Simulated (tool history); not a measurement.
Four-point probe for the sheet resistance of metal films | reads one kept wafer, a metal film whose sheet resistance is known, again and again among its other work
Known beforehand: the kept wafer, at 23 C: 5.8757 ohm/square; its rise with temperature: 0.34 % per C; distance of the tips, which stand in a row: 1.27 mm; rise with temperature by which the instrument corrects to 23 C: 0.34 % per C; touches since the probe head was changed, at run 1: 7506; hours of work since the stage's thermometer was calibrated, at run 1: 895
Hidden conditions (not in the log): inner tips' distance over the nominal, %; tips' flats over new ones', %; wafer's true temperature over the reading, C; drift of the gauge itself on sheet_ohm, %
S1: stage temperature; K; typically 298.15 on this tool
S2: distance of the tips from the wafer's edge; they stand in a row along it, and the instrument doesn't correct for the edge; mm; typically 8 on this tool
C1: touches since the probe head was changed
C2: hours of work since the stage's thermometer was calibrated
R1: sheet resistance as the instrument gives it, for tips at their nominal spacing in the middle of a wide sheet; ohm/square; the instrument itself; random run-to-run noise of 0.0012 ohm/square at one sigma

run,hour,S1,S2,C1,C2,R1
1,0,298.15,8,7506,895,5.941603
2,55.1,298.15,8,9414,923,5.942059
3,110.9,298.15,8,11346,951,5.94297
4,153.9,298.15,8,12835,973,5.945143
5,223,291.15,8,15228,1008,5.944233
6,266.6,291.15,8,16739,1030,5.944543
7,325.4,291.15,8,18777,1060,5.945205
8,398.4,306.15,8,21305,1097,5.953304
9,449.7,306.15,8,23080,1123,5.954035
10,499,306.15,8,24788,1148,5.95333
11,569.7,306.15,8,27238,1183,5.955375
12,604.4,306.15,8,28437,1201,5.954492
13,670.7,306.15,8,30733,1234,5.954818
14,712,306.15,8,32164,1255,5.957039
15,742.8,292.15,8,33231,1271,5.952765
16,793.3,298.15,8,34982,1297,5.954849
17,851.6,298.15,8,36998,1326,5.956424
18,903.6,298.15,8,38802,1353,5.959334
19,960.2,298.15,8,40761,1381,5.958569
20,1008.7,298.15,4,42441,1406,6.182118
21,1047.1,298.15,4,43772,1425,6.183667
22,1087.6,298.15,4,45175,1446,6.182118
23,1156.5,298.15,4,47559,1481,6.184293
24,1228.1,295.15,22,50038,1517,5.892765
25,1272.3,306.15,29,51572,1539,5.893783
# hour 1297.3: stage's thermometer calibrated
26,1322,294.15,32,53274,13,5.8861
27,1353.5,291.15,15,54364,28,5.905553
28,1412.5,291.15,54,56410,58,5.884988
29,1471.5,291.15,54,58453,88,5.885963
30,1533,304.15,59,60583,119,5.888871
31,1605.7,304.15,59,63101,156,5.890608
32,1674,299.15,11,65466,191,5.930511
33,1716.5,295.15,4,66938,212,6.190964
34,1773.4,295.15,4,68908,241,6.19254
35,1820.4,302.15,4,70535,265,6.193217
36,1875.3,293.15,15,72438,293,5.916054
37,1916.4,293.15,15,73860,314,5.915074
38,1969.6,293.15,15,75704,341,5.913607
39,2020.7,304.15,9,77472,367,5.961413
40,2066.7,296.15,9,79067,390,5.957905
41,2138.5,296.15,9,81553,426,5.958728

The logged runs with the hidden state left out (each run's random variation unchanged):
run,R1
1,5.955794
2,5.955232
3,5.955152
4,5.956546
5,5.954303
6,5.95386
7,5.953397
8,5.960104
9,5.959908
10,5.958311
11,5.9591
12,5.957607
13,5.956683
14,5.958182
15,5.953197
16,5.954359
17,5.954888
18,5.956752
19,5.955032
20,6.177549
21,6.178385
22,6.176043
23,6.176786
24,5.884242
25,5.884541
26,5.879697
27,5.898557
28,5.876924
29,5.876861
30,5.878727
31,5.879142
32,5.917676
33,6.176802
34,6.177299
35,6.177154
36,5.899625
37,5.897875
38,5.895445
39,5.94225
40,5.937933
41,5.937421
